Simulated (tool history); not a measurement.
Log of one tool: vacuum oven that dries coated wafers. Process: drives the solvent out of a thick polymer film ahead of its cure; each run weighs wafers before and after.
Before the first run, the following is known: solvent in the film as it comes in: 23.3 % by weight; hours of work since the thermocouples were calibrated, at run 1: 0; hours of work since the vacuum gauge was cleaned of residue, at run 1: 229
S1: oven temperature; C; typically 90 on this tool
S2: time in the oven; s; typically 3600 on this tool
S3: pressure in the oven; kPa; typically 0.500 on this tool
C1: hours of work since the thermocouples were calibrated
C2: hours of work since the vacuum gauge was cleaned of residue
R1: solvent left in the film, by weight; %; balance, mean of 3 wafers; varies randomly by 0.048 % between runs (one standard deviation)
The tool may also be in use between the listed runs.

run,day,S1,S2,S3,C1,C2,R1
1,0.000,90,3600,0.500,0,229,3.69
2,1.012,90,3600,0.500,11,241,3.61
3,2.833,90,3600,0.500,32,261,3.70
4,4.967,90,3180,0.500,56,285,4.43
5,6.267,90,3600,0.500,70,300,3.65
6,8.133,90,5280,0.500,91,320,1.79
7,10.071,90,5280,0.500,113,342,1.78
8,11.775,90,3600,1.313,132,361,4.00
9,13.788,90,3600,1.313,155,384,4.02
10,14.796,88,3600,0.500,166,395,4.39
11,16.192,88,3600,0.500,181,411,4.49
12,17.921,88,3600,0.500,201,430,4.41
13,19.233,90,4380,0.500,216,445,2.56
14,20.254,90,3600,0.500,227,456,3.67
15,21.325,90,3600,0.500,239,468,3.73
16,22.442,90,3600,0.500,251,481,3.75
17,24.275,90,3600,0.500,272,501,3.71
18,25.317,90,3600,0.500,284,513,3.62
19,26.704,90,3600,0.500,299,529,3.70
20,27.604,90,3600,0.780,309,539,3.72
21,28.608,90,2160,0.500,321,550,7.10
22,30.108,90,2160,0.500,337,567,7.04
23,31.033,90,3600,0.500,348,577,3.72
24,32.371,96,3600,0.710,363,592,1.98
25,33.596,96,3600,0.710,376,606,1.98
26,34.533,103,3600,1.036,387,616,0.81
27,36.517,103,3600,1.036,409,639,0.84
28,37.738,103,3600,0.555,423,652,0.76
29,39.296,90,3780,0.500,440,670,3.34
30,40.417,101,3600,0.500,453,682,1.04
31,42.171,77,2580,0.678,473,702,11.31
32,43.850,79,3600,0.500,491,721,8.18
33,45.946,79,3600,0.500,515,744,8.07
34,47.183,78,3000,0.500,529,758,9.88
35,48.712,78,4980,1.013,546,775,6.71
36,50.146,78,4980,1.013,562,791,6.78
37,51.771,91,4980,1.013,580,809,2.07
38,53.608,79,4860,0.500,601,830,6.18
39,55.129,83,3600,0.565,618,847,6.44
40,56.129,89,3600,0.500,629,858,4.04
41,57.354,89,3600,0.500,643,872,4.06
42,58.408,89,3600,0.795,654,884,4.07
43,60.083,88,2400,0.551,673,903,7.13
44,61.654,88,2400,0.551,691,920,7.08
45,62.804,88,2400,0.551,704,933,7.14
46,64.288,88,2400,0.551,720,950,7.13

Forecast each of these 3 alternatives for the next run:
A,65.338,82,3600,0.500,732,961,?
B,65.338,88,2760,0.488,732,961,?
C,65.338,91,3600,0.939,732,961,?

run,R1
A,6.92
B,6.25
C,3.47
Had the tool no hidden state, the same runs would have come out as:
run,R1
A,6.96
B,6.29
C,3.50
